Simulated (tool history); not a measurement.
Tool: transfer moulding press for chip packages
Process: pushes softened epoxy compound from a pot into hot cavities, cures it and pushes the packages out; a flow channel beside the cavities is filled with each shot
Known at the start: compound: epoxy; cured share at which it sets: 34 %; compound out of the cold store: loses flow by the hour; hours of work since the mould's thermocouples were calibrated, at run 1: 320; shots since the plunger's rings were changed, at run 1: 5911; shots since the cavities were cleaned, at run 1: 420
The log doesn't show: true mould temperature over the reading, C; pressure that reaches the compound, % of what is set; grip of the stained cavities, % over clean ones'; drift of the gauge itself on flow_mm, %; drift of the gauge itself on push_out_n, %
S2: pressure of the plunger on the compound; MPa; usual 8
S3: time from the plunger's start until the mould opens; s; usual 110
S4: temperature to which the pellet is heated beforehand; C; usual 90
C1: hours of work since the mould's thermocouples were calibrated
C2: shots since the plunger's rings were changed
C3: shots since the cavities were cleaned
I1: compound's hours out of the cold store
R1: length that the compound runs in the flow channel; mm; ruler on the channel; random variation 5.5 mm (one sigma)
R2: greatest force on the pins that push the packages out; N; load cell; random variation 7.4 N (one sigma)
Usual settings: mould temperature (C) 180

Run 1, hour 0: usual settings; C1 320; C2 5911; C3 420; I1 11.2. Result: R1 601 mm, R2 515 N.
At hour 27.4: cavities cleaned with cleaning compound and waxed.
Run 2, hour 30.9: usual settings; C1 336; C2 6187; C3 32; I1 43.3. Result: R1 509 mm, R2 680 N.
Run 3, hour 56.3: usual settings; C1 349; C2 6426; C3 271; I1 37.3. Result: R1 516 mm, R2 651 N.
Run 4, hour 73: usual settings; C1 357; C2 6583; C3 428; I1 8.5. Result: R1 609 mm, R2 731 N.
Run 5, hour 91.4: usual settings; C1 367; C2 6756; C3 601; I1 40.7. Result: R1 496 mm, R2 690 N.
At hour 99.3: cavities cleaned with cleaning compound and waxed.
At hour 116.9: plunger's sealing rings changed.
Run 6, hour 119.4: usual settings; C1 379; C2 23; C3 165; I1 18.6. Result: R1 647 mm, R2 406 N.
Run 7, hour 142.9: usual settings but S2 6.84 MPa; C1 392; C2 244; C3 386; I1 21.8. Result: R1 598 mm, R2 478 N.
Run 8, hour 162.9: usual settings but S4 80 C; C1 402; C2 433; C3 575; I1 20.4. Result: R1 638 mm, R2 534 N.
At hour 173.8: cavities cleaned with cleaning compound and waxed.
Run 9, hour 183.9: usual settings but S4 80 C; C1 412; C2 615; C3 94; I1 36. Result: R1 597 mm, R2 350 N.
At hour 209.3: cavities cleaned with cleaning compound and waxed, once more.
Run 10, hour 209.5: usual settings but S4 86 C; C1 425; C2 842; C3 1; I1 40.4. Result: R1 570 mm, R2 296 N.
Run 11, hour 224.4: usual settings but S4 86 C; C1 432; C2 982; C3 141; I1 26.3. Result: R1 617 mm, R2 415 N.
Run 12, hour 240: usual settings but S4 86 C; C1 441; C2 1129; C3 288; I1 24.5. Result: R1 620 mm, R2 461 N.
Run 13, hour 264.2: usual settings but S3 100 s; C1 453; C2 1357; C3 516; I1 18.9. Result: R1 631 mm, R2 647 N.
At hour 281.2: cavities cleaned with cleaning compound and waxed.
Run 14, hour 287.8: usual settings but S3 100 s; C1 465; C2 1565; C3 62; I1 8.2. Result: R1 665 mm, R2 460 N.
Run 15, hour 302.8: usual settings but mould temperature (C) 185, S3 100 s, S4 94 C; C1 472; C2 1706; C3 203; I1 35.8. Result: R1 554 mm, R2 376 N.
Run 16, hour 335: usual settings but S3 139 s, S4 98 C; C1 489; C2 2009; C3 506; I1 10.2. Result: R1 661 mm, R2 409 N.

Forecast run 17:
At hour 353.7: cavities cleaned with cleaning compound and waxed.
Run 17, hour 362.9: usual settings but mould temperature (C) 175, S2 9.3 MPa, S3 90 s, S4 94 C; C1 503; C2 2257; C3 86; I1 15.9. Result: R1 ?, R2 ?.

R1: 700 mm
R2: 793 N
Without the tool's hidden state the same run would have given R1 734 mm, R2 716 N.

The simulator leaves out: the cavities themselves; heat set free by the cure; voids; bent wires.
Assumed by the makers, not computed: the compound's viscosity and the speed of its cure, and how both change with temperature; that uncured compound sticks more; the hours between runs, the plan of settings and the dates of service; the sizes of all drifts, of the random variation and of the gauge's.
